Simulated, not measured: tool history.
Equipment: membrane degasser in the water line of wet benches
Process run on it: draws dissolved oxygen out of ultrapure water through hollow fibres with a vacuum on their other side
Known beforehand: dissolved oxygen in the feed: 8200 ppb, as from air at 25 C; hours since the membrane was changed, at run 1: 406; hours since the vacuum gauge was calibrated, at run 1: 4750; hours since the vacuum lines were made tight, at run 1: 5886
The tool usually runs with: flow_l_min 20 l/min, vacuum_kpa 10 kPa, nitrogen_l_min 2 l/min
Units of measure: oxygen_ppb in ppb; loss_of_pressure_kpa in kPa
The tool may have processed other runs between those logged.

| run | hour | flow_l_min | vacuum_kpa | nitrogen_l_min | hours since the membrane was changed | hours since the vacuum gauge was calibrated | hours since the vacuum lines were made tight | oxygen_ppb | loss_of_pressure_kpa |
|---|---|---|---|---|---|---|---|---|---|
| 1 | 0 | 20 | 10 | 2 | 406 | 4750 | 5886 | 159.1 | 25.02 |
| 2 | 176 | 20 | 7 | 2 | 581 | 4926 | 6062 | 90.9 | 25.23 |
|  | 270.8 | vacuum gauge calibrated |
| 3 | 329.2 | 20 | 7 | 2 | 734 | 58 | 6215 | 90.6 | 25.23 |
| 4 | 507.6 | 20 | 10 | 1.19 | 913 | 237 | 6393 | 255.4 | 25.22 |
| 5 | 645.1 | 20 | 10 | 2 | 1050 | 374 | 6531 | 160.8 | 25.14 |
| 6 | 857.3 | 20 | 10 | 2 | 1262 | 587 | 6743 | 161 | 24.88 |
| 7 | 974.9 | 20 | 10 | 2 | 1380 | 704 | 6861 | 160.4 | 25.11 |
| 8 | 1121.8 | 20 | 10 | 2 | 1527 | 851 | 7007 | 160.7 | 24.84 |
| 9 | 1279.8 | 20 | 10 | 2 | 1685 | 1009 | 7166 | 160.4 | 25.01 |
| 10 | 1394.4 | 20 | 10 | 2 | 1799 | 1124 | 7280 | 159.6 | 24.8 |
| 11 | 1570.8 | 20 | 6.2 | 2 | 1976 | 1300 | 7456 | 72 | 25.28 |
| 12 | 1700.4 | 20 | 11.8 | 2 | 2105 | 1430 | 7586 | 202 | 25.05 |
| 13 | 1865.4 | 20 | 8.2 | 2 | 2270 | 1595 | 7751 | 119.7 | 25.09 |
| 14 | 2066.2 | 20 | 8.2 | 2 | 2471 | 1795 | 7952 | 118.7 | 25.19 |
| 15 | 2254 | 20 | 10 | 2.74 | 2659 | 1983 | 8140 | 121.1 | 24.91 |
| 16 | 2386 | 20 | 10 | 1.99 | 2791 | 2115 | 8272 | 162.2 | 25.11 |
| 17 | 2514.9 | 20 | 10 | 1.99 | 2920 | 2244 | 8401 | 163 | 24.98 |
| 18 | 2727.4 | 17 | 12.6 | 1.99 | 3132 | 2457 | 8613 | 191.6 | 21.34 |
| 19 | 2926.5 | 20 | 10 | 4.19 | 3331 | 2656 | 8812 | 81.3 | 25.09 |
| 20 | 3101.7 | 25 | 8.9 | 3.32 | 3507 | 2831 | 8987 | 106.9 | 31.09 |
| 21 | 3293.6 | 25 | 8.9 | 3.32 | 3699 | 3023 | 9179 | 106.6 | 31.34 |
| 22 | 3389.1 | 24 | 6.9 | 2.24 | 3794 | 3118 | 9275 | 97.7 | 30.35 |
| 23 | 3585.6 | 24 | 6.9 | 2.24 | 3991 | 3315 | 9471 | 97.5 | 30.18 |
| 24 | 3777.2 | 21 | 6.9 | 0.84 | 4182 | 3506 | 9663 | 201.4 | 26.23 |
|  | 3900.9 | seals of the vacuum lines changed |
| 25 | 3936.9 | 21 | 18.5 | 0.84 | 4340 | 3664 | 36 | 777.3 | 26.4 |
| 26 | 4073 | 24 | 9.5 | 1.84 | 4476 | 3800 | 172 | 192.7 | 29.99 |
| 27 | 4281.5 | 18 | 9.5 | 2.96 | 4684 | 4009 | 381 | 94.2 | 22.4 |
| 28 | 4485.1 | 18 | 9.5 | 2.96 | 4888 | 4212 | 584 | 94.5 | 22.7 |
| 29 | 4675.9 | 21 | 13.6 | 3.62 | 5079 | 4403 | 775 | 148.7 | 26.12 |
| 30 | 4831.8 | 21 | 13.6 | 3.62 | 5235 | 4559 | 931 | 149.6 | 26.1 |
| 31 | 5022.2 | 15 | 10 | 3.53 | 5425 | 4749 | 1121 | 71.8 | 18.99 |
| 32 | 5111.7 | 15 | 10 | 3.53 | 5515 | 4839 | 1211 | 72.2 | 18.57 |
|  | 5291.2 | vacuum gauge calibrated |
| 33 | 5292.3 | 15 | 10 | 3.53 | 5695 | 1 | 1391 | 72.5 | 18.58 |

Consider 3 possible next runs. They are alternatives, not a sequence: every one starts from the tool as it was left by run 33. What does each give?
| A | 5480.6 | 28 | 12.3 | 2.15 | 5883 | 189 | 1579 | ? | ? |
| B | 5480.6 | 20 | 21 | 1.76 | 5883 | 189 | 1579 | ? | ? |
| C | 5480.6 | 16 | 18.4 | 2 | 5883 | 189 | 1579 | ? | ? |

| run | oxygen_ppb | loss_of_pressure_kpa |
|---|---|---|
| A | 280.7 | 35.28 |
| B | 460.5 | 24.88 |
| C | 285.5 | 19.94 |
What these runs would have given with no unlogged condition in the tool:
| run | oxygen_ppb | loss_of_pressure_kpa |
|---|---|---|
| A | 275 | 35.27 |
| B | 451.3 | 24.88 |
| C | 279.7 | 19.93 |

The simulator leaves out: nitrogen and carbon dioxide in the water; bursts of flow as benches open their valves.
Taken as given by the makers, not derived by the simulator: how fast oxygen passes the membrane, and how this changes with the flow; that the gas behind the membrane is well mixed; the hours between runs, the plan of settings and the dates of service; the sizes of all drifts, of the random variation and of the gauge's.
